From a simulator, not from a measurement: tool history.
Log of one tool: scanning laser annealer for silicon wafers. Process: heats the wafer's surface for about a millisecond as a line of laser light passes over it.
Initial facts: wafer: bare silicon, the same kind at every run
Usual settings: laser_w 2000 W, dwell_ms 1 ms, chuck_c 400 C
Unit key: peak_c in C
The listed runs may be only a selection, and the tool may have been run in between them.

run 1 hour=0 | laser_w=2000 dwell_ms=1 chuck_c=400 | peak_c=1228
run 2 hour=44.8 | laser_w=2000 dwell_ms=1 chuck_c=400 | peak_c=1227
run 3 hour=87.7 | laser_w=2000 dwell_ms=1 chuck_c=400 | peak_c=1225
run 4 hour=131.3 | laser_w=2000 dwell_ms=1 chuck_c=400 | peak_c=1227
run 5 hour=168.5 | laser_w=2000 dwell_ms=1 chuck_c=400 | peak_c=1226
run 6 hour=208 | laser_w=2000 dwell_ms=1.05 chuck_c=400 | peak_c=1245
run 7 hour=242.4 | laser_w=2000 dwell_ms=1.05 chuck_c=400 | peak_c=1248
run 8 hour=271 | laser_w=2000 dwell_ms=1.05 chuck_c=400 | peak_c=1244
run 9 hour=311.8 | laser_w=2000 dwell_ms=1 chuck_c=400 | peak_c=1226
run 10 hour=335.5 | laser_w=2000 dwell_ms=1 chuck_c=400 | peak_c=1224
run 11 hour=377 | laser_w=2000 dwell_ms=1 chuck_c=432 | peak_c=1261
run 12 hour=399 | laser_w=2000 dwell_ms=1 chuck_c=432 | peak_c=1260
run 13 hour=436.8 | laser_w=1857 dwell_ms=1.11 chuck_c=371 | peak_c=1174
run 14 hour=475.7 | laser_w=2000 dwell_ms=1 chuck_c=360 | peak_c=1186
run 15 hour=499.3 | laser_w=2000 dwell_ms=1 chuck_c=360 | peak_c=1184
run 16 hour=542 | laser_w=2000 dwell_ms=1 chuck_c=360 | peak_c=1187
run 17 hour=571.6 | laser_w=1958 dwell_ms=1.01 chuck_c=385 | peak_c=1196
run 18 hour=596 | laser_w=1958 dwell_ms=1.01 chuck_c=385 | peak_c=1196
run 19 hour=620.8 | laser_w=1958 dwell_ms=1.01 chuck_c=385 | peak_c=1202
run 20 hour=646.6 | laser_w=1807 dwell_ms=0.89 chuck_c=376 | peak_c=1083
run 21 hour=669.5 | laser_w=1742 dwell_ms=0.83 chuck_c=376 | peak_c=1035
run 22 hour=698.8 | laser_w=1742 dwell_ms=0.96 chuck_c=428 | peak_c=1132
run 23 hour=722.6 | laser_w=1742 dwell_ms=0.96 chuck_c=428 | peak_c=1131
run 24 hour=742.4 | laser_w=1742 dwell_ms=0.96 chuck_c=428 | peak_c=1128

4 options for the next run, each taken on its own from the tool as it stands now. Forecast them:
run A hour=763.6 | laser_w=1811 dwell_ms=1 chuck_c=361 | peak_c=?
run B hour=763.6 | laser_w=1751 dwell_ms=1 chuck_c=418 | peak_c=?
run C hour=763.6 | laser_w=1793 dwell_ms=0.96 chuck_c=428 | peak_c=?
run D hour=763.6 | laser_w=2197 dwell_ms=1.2 chuck_c=428 | peak_c=?

run=A peak_c=1109
run=B peak_c=1139
run=C peak_c=1150
run=D peak_c=1418
Stripped of hidden state, with their random variation kept, the same runs would have yielded:
run=A peak_c=1110
run=B peak_c=1140
run=C peak_c=1151
run=D peak_c=1419
